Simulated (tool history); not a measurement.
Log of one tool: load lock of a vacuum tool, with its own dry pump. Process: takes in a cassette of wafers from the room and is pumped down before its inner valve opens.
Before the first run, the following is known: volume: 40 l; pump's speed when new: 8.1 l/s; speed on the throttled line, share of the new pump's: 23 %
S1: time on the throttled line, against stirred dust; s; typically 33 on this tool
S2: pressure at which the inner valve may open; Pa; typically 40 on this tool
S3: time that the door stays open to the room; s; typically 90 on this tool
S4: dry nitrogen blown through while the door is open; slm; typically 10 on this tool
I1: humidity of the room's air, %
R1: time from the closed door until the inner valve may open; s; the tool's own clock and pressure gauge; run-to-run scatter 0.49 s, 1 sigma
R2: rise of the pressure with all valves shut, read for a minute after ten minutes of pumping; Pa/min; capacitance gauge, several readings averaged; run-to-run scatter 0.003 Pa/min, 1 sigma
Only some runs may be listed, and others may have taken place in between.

run	hour	S1	S2	S3	S4	I1	R1	R2
1	0	33	40	90	10	47	66.3	0.349
2	198.3	33	47	90	10	45.3	63	0.362
3	297.7	33	47	90	10	44.5	64.8	0.362
4	445.9	33	40	90	10	46.9	65.9	0.384
5	615.1	33	40	233	10	43.8	66.5	0.397
6	731.7	33	40	233	10	44.4	65.5	0.407
7	939.2	33	40	90	10	41.1	66.6	0.417
8	1058.1	33	40	157	10	42	66.5	0.43
9	1161.5	33	40	90	10	44.1	65.8	0.439
10	1270.6	33	40	90	19	42.4	65.9	0.432
11	1429	33	40	90	11	47.4	67.2	0.454
12	1571.3	33	40	90	10	42.4	66.2	0.468
13	1767.4	33	40	90	23	43.7	66.4	0.476
14	1947.3	33	40	90	23	45.8	66.4	0.487
15	2115.2	33	40	90	23	45.4	66.2	0.506
16	2238	33	40	112	23	43.7	66.7	0.515
17	2372.2	33	40	112	23	42.3	65.7	0.53
18	2564.3	33	40	90	21	42.5	66.7	0.543
19	2677.5	33	40	90	21	46.7	67.4	0.559
# hour 2705.6: door's seal changed, seat wiped
20	2838	25	58	29	17	47.9	58.6	0.013
21	3018.2	33	64	69	10	45	64.5	0.025
22	3144	33	40	28	7	42.1	67.1	0.023
23	3347.8	24	44	28	5	45	59.9	0.031
24	3453.8	52	54	28	5	43.4	80.2	0.029
25	3573.4	52	54	28	5	44.5	80.4	0.033
26	3711.8	20	49	111	24	44.5	54.6	0.037
27	3855.9	33	29	30	10	42.6	68.1	0.038
28	4033.7	33	29	30	10	44	69	0.045
29	4195.6	33	29	30	10	43.7	69	0.051
30	4360.2	33	29	30	10	42.1	68.8	0.052
31	4457.2	18	34	149	22	47.7	56.9	0.061
32	4541	20	79	90	23	43.5	53.9	0.054
33	4624.5	30	36	54	23	42.6	66	0.059
34	4828.5	19	36	160	7	44.9	57.6	0.08
35	5032.6	33	40	90	7	44.6	67.3	0.081
36	5166.6	33	40	90	7	42.3	67.6	0.085

How would selected steps in R1 from run to run divide? Give the signed amount a tool lacking its hidden state would still show from settings, what came in and random variation, and the signed amount left for the hidden state, including any gauge scatter that is not in both of the compared results.
Hidden state present: pump's speed, % of a new pump's; leak at the door's seal, Pa l/s; drift of the gauge itself on ready_s, %; drift of the gauge itself on rise_pa_min, %.
Run 23 -> 24: S1 24 -> 52, S2 44 -> 54. R1 +20.3 s: hidden state -0.6, all else +20.9.
Run 25 -> 26: S1 52 -> 20, S2 54 -> 49, S3 28 -> 111, S4 5 -> 24. R1 -25.8 s: hidden state +0.7, all else -26.5.
Run 26 -> 27: S1 20 -> 33, S2 49 -> 29, S3 111 -> 30, S4 24 -> 10. R1 +13.5 s: hidden state +0, all else +13.5.
Run 31 -> 32: S1 18 -> 20, S2 34 -> 79, S3 149 -> 90, S4 22 -> 23. R1 -3 s: hidden state -0.5, all else -2.5.
